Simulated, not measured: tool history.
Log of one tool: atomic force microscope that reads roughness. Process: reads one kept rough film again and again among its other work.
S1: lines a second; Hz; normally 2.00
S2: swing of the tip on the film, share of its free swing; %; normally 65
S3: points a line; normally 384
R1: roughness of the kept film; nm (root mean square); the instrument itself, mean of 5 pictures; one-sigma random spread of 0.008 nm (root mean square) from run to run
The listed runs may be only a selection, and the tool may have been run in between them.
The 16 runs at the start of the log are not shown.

-- day=19.596 new tip fitted
run 17 day=20.992 | S1=0.77 S2=58 S3=422 | R1=2.174
run 18 day=22.662 | S1=2.00 S2=60 S3=384 | R1=2.105
run 19 day=23.438 | S1=2.00 S2=65 S3=384 | R1=2.089
run 20 day=24.738 | S1=2.00 S2=65 S3=384 | R1=2.090
run 21 day=25.479 | S1=2.00 S2=65 S3=384 | R1=2.062
run 22 day=27.012 | S1=2.00 S2=65 S3=384 | R1=2.058
run 23 day=28.204 | S1=0.57 S2=82 S3=265 | R1=2.054
-- day=28.817 new tip fitted
run 24 day=29.500 | S1=0.57 S2=82 S3=265 | R1=2.124
run 25 day=30.342 | S1=0.74 S2=60 S3=446 | R1=2.167
run 26 day=31.467 | S1=0.74 S2=60 S3=446 | R1=2.156
run 27 day=32.275 | S1=3.34 S2=60 S3=652 | R1=2.086
run 28 day=33.638 | S1=2.00 S2=81 S3=553 | R1=2.029
run 29 day=35.367 | S1=2.00 S2=81 S3=553 | R1=2.001
run 30 day=36.304 | S1=2.00 S2=55 S3=813 | R1=2.106
run 31 day=37.946 | S1=2.00 S2=55 S3=813 | R1=2.065
-- day=38.121 new tip fitted
run 32 day=39.617 | S1=0.88 S2=86 S3=842 | R1=2.132
run 33 day=40.329 | S1=0.87 S2=65 S3=384 | R1=2.145
run 34 day=41.583 | S1=0.87 S2=65 S3=384 | R1=2.146
run 35 day=42.546 | S1=3.08 S2=64 S3=865 | R1=2.076
run 36 day=44.171 | S1=2.00 S2=60 S3=384 | R1=2.100
run 37 day=45.458 | S1=0.97 S2=84 S3=384 | R1=2.043
run 38 day=46.667 | S1=0.97 S2=69 S3=453 | R1=2.081
-- day=47.371 new tip fitted
run 39 day=47.504 | S1=2.94 S2=76 S3=320 | R1=2.039
run 40 day=48.296 | S1=2.00 S2=78 S3=384 | R1=2.071
run 41 day=49.771 | S1=2.00 S2=78 S3=510 | R1=2.064

Forecast each of these 3 alternatives for the next run:
run A day=50.758 | S1=0.94 S2=69 S3=984 | R1=?
run B day=50.758 | S1=2.00 S2=66 S3=384 | R1=?
run C day=50.758 | S1=2.00 S2=68 S3=384 | R1=?

run=A R1=2.143
run=B R1=2.097
run=C R1=2.099
What these runs would have given with no unlogged condition in the tool:
run=A R1=2.159
run=B R1=2.113
run=C R1=2.115

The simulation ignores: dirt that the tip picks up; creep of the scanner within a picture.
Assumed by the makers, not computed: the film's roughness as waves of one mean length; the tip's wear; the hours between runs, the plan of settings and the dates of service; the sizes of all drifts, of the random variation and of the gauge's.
